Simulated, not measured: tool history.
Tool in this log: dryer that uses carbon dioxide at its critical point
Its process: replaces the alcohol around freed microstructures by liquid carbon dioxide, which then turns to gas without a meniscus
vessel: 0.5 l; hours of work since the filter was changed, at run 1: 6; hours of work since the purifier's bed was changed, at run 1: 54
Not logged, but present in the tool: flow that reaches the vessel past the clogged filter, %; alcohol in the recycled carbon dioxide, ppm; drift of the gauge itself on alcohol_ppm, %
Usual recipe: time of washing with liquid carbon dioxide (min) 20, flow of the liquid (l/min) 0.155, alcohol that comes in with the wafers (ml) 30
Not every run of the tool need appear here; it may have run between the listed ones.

| run | hour | time of washing with liquid carbon dioxide (min) | flow of the liquid (l/min) | alcohol that comes in with the wafers (ml) | hours of work since the filter was changed | hours of work since the purifier's bed was changed | alcohol left in the vessel before it's heated (ppm by volume) |
|---|---|---|---|---|---|---|---|
| 1 | 0 | 20 | 0.155 | 30 | 6 | 54 | 679 |
| 2 | 15.4 | 20 | 0.155 | 30 | 14 | 62 | 676 |
| 3 | 22.2 | 20 | 0.155 | 30 | 17 | 65 | 685 |
| 4 | 38 | 20 | 0.155 | 30 | 24 | 72 | 682 |
| 5 | 46.9 | 20 | 0.135 | 30 | 29 | 77 | 1238 |
| 6 | 61.6 | 20 | 0.135 | 30 | 36 | 84 | 1235 |
| 7 | 76.2 | 20 | 0.135 | 30 | 43 | 91 | 1239 |
| 8 | 84.3 | 20 | 0.135 | 30 | 47 | 94 | 1290 |
| 9 | 91.6 | 20 | 0.155 | 30 | 50 | 98 | 736 |
| 10 | 104 | 20 | 0.155 | 30 | 56 | 104 | 748 |
| 11 | 116.6 | 20 | 0.155 | 30 | 62 | 110 | 759 |
| 12 | 124.9 | 20 | 0.155 | 39 | 66 | 114 | 996 |
| 13 | 131.9 | 20 | 0.155 | 39 | 69 | 117 | 998 |
| 14 | 145.3 | 20 | 0.155 | 43 | 76 | 124 | 1097 |
| 15 | 155.3 | 20 | 0.155 | 43 | 80 | 128 | 1094 |
| 16 | 163.5 | 20 | 0.155 | 43 | 84 | 132 | 1128 |
| 17 | 176.2 | 20 | 0.155 | 30 | 90 | 138 | 818 |
| 18 | 191.6 | 20 | 0.155 | 30 | 98 | 146 | 828 |
| 19 | 206.2 | 20 | 0.242 | 30 | 105 | 153 | 111 |
| 20 | 215.8 | 20 | 0.155 | 30 | 109 | 157 | 837 |
| 21 | 228.7 | 20 | 0.231 | 30 | 116 | 163 | 128 |
| 22 | 245 | 20 | 0.231 | 30 | 123 | 171 | 150 |
| 23 | 257.7 | 20 | 0.231 | 30 | 129 | 177 | 151 |
| 24 | 272.7 | 20 | 0.231 | 30 | 137 | 185 | 157 |
| 25 | 283.1 | 12 | 0.231 | 65 | 141 | 189 | 2919 |
| 26 | 295.6 | 30 | 0.105 | 108 | 147 | 195 | 2939 |
| 27 | 309.6 | 30 | 0.105 | 108 | 154 | 202 | 3031 |
| 28 | 320.6 | 20 | 0.155 | 30 | 159 | 207 | 925 |
| 29 | 328.2 | 20 | 0.155 | 30 | 163 | 211 | 934 |
| 30 | 337.9 | 20 | 0.155 | 30 | 168 | 216 | 964 |
| 31 | 346.9 | 29 | 0.159 | 42 | 172 | 220 | 221 |
| 32 | 361 | 18 | 0.155 | 30 | 179 | 227 | 1403 |
| 33 | 370.4 | 14 | 0.135 | 30 | 183 | 231 | 4734 |
| 34 | 381.2 | 14 | 0.155 | 30 | 188 | 236 | 3301 |
| 35 | 388.7 | 14 | 0.155 | 30 | 192 | 240 | 3383 |
| 36 | 395.8 | 20 | 0.201 | 58 | 195 | 243 | 577 |
| 37 | 402.9 | 14 | 0.13 | 32 | 199 | 247 | 5591 |
| 38 | 413.7 | 14 | 0.13 | 32 | 204 | 252 | 5659 |

Run 39, settings as shown, results not yet in. Your forecast:
| 39 | 421.5 | 30 | 0.258 | 92 | 208 | 256 | ? |

alcohol left in the vessel before it's heated (ppm by volume): 65
Take away the tool's hidden state, keep the run-to-run variation as it was, and the same run would have given alcohol left in the vessel before it's heated (ppm by volume) 2.
